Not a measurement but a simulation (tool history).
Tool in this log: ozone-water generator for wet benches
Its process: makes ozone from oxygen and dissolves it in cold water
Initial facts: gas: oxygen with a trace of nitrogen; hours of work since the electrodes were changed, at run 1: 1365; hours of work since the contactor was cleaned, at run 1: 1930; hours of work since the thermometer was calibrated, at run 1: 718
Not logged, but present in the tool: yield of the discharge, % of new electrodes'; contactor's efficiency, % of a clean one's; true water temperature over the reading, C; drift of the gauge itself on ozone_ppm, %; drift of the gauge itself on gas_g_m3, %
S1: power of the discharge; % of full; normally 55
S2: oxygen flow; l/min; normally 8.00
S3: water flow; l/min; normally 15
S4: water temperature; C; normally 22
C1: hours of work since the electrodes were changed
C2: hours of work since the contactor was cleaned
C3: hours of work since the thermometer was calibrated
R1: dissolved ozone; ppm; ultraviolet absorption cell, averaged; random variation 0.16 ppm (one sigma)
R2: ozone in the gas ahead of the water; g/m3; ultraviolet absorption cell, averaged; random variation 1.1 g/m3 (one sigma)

{"run": 1, "hour": 0.0, "S1": 55, "S2": 8.0, "S3": 15, "S4": 22, "C1": 1365, "C2": 1930, "C3": 718, "R1": 20.9, "R2": 187.4}
{"run": 2, "hour": 15.9, "S1": 55, "S2": 8.0, "S3": 15, "S4": 22, "C1": 1381, "C2": 1946, "C3": 733, "R1": 20.7, "R2": 188.1}
{"run": 3, "hour": 35.4, "S1": 55, "S2": 8.0, "S3": 15, "S4": 22, "C1": 1400, "C2": 1965, "C3": 753, "R1": 20.8, "R2": 188.3}
{"run": 4, "hour": 66.6, "S1": 55, "S2": 8.0, "S3": 15, "S4": 22, "C1": 1431, "C2": 1996, "C3": 783, "R1": 20.9, "R2": 186.9}
{"run": 5, "hour": 90.9, "S1": 55, "S2": 8.0, "S3": 15, "S4": 22, "C1": 1455, "C2": 2020, "C3": 807, "R1": 20.8, "R2": 186.9}
{"run": 6, "hour": 108.3, "S1": 55, "S2": 8.0, "S3": 15, "S4": 22, "C1": 1472, "C2": 2037, "C3": 825, "R1": 21.0, "R2": 187.5}
{"run": 7, "hour": 144.0, "S1": 55, "S2": 8.0, "S3": 15, "S4": 22, "C1": 1507, "C2": 2072, "C3": 860, "R1": 20.8, "R2": 187.0}
{"run": 8, "hour": 178.1, "S1": 55, "S2": 8.0, "S3": 15, "S4": 22, "C1": 1540, "C2": 2105, "C3": 893, "R1": 21.0, "R2": 187.1}
{"run": 9, "hour": 203.7, "S1": 55, "S2": 8.0, "S3": 15, "S4": 22, "C1": 1566, "C2": 2131, "C3": 918, "R1": 20.7, "R2": 187.0}
{"run": 10, "hour": 241.1, "S1": 55, "S2": 8.0, "S3": 15, "S4": 22, "C1": 1602, "C2": 2168, "C3": 955, "R1": 20.7, "R2": 187.8}
{"run": 11, "hour": 257.3, "S1": 72, "S2": 8.45, "S3": 20, "S4": 17, "C1": 1618, "C2": 2184, "C3": 971, "R1": 22.0, "R2": 208.9}
{"run": 12, "hour": 287.6, "S1": 89, "S2": 6.43, "S3": 10, "S4": 29, "C1": 1648, "C2": 2213, "C3": 1001, "R1": 29.3, "R2": 270.2}
{"run": 13, "hour": 318.6, "S1": 89, "S2": 8.41, "S3": 10, "S4": 29, "C1": 1679, "C2": 2244, "C3": 1032, "R1": 27.2, "R2": 234.0}
{"run": 14, "hour": 350.5, "S1": 54, "S2": 5.53, "S3": 11, "S4": 19, "C1": 1710, "C2": 2275, "C3": 1063, "R1": 27.8, "R2": 229.5}
{"run": 15, "hour": 375.5, "S1": 54, "S2": 5.53, "S3": 11, "S4": 19, "C1": 1735, "C2": 2300, "C3": 1088, "R1": 28.3, "R2": 224.9}
{"run": 16, "hour": 401.7, "S1": 83, "S2": 6.92, "S3": 14, "S4": 22, "C1": 1761, "C2": 2326, "C3": 1114, "R1": 27.1, "R2": 248.8}
{"run": 17, "hour": 422.0, "S1": 83, "S2": 6.92, "S3": 14, "S4": 22, "C1": 1781, "C2": 2346, "C3": 1134, "R1": 27.5, "R2": 249.4}

Run 18 is up next; what results do you expect?
{"run": 18, "hour": 454.4, "S1": 83, "S2": 6.92, "S3": 14, "S4": 22, "C1": 1813, "C2": 2378, "C3": 1165, "R1": "?", "R2": "?"}

Run 18 measured R1 27.5 ppm, R2 249.5 g/m3.
Minus the tool's unlogged condition, the same run would have read R1 27.6 ppm, R2 249.7 g/m3.
